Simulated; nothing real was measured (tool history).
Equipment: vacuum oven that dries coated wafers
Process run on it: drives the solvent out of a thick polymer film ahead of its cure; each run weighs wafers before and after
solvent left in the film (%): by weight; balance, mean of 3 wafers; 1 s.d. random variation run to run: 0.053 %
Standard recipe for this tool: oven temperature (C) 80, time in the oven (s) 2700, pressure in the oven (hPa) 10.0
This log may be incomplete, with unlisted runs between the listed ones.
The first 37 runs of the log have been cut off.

run	hour	oven temperature (C)	time in the oven (s)	pressure in the oven (hPa)	hours of work since the thermocouples were calibrated	hours of work since the vacuum gauge was cleaned of residue	solvent left in the film (%)
38	2134.6	66	2940	10.0	768	1927	8.07
39	2179.1	76	1860	16.8	792	1951	6.71
40	2262.2	76	1860	16.8	836	1995	6.62
41	2317.8	76	1860	16.8	866	2025	6.76
42	2380.0	76	4320	18.3	900	2059	4.90
43	2422.3	80	3000	14.5	923	2082	3.90
44	2501.5	83	2640	10.5	965	2124	2.89
45	2576.0	83	2640	10.5	1005	2164	2.90
46	2631.1	84	2160	6.9	1035	2194	2.64

Each row is a separate what-if for the run after 46, all from the same tool condition, not one after another. Results?
A	2689.3	78	1740	6.9	1066	2225	?
B	2689.3	67	2160	6.9	1066	2225	?
C	2689.3	80	2400	10.0	1066	2225	?
D	2689.3	69	3060	5.8	1066	2225	?

run	solvent left in the film (%)
A	5.06
B	8.82
C	3.87
D	6.28
What these runs would have given with no unlogged condition in the tool:
run	solvent left in the film (%)
A	3.10
B	6.33
C	2.09
D	3.67
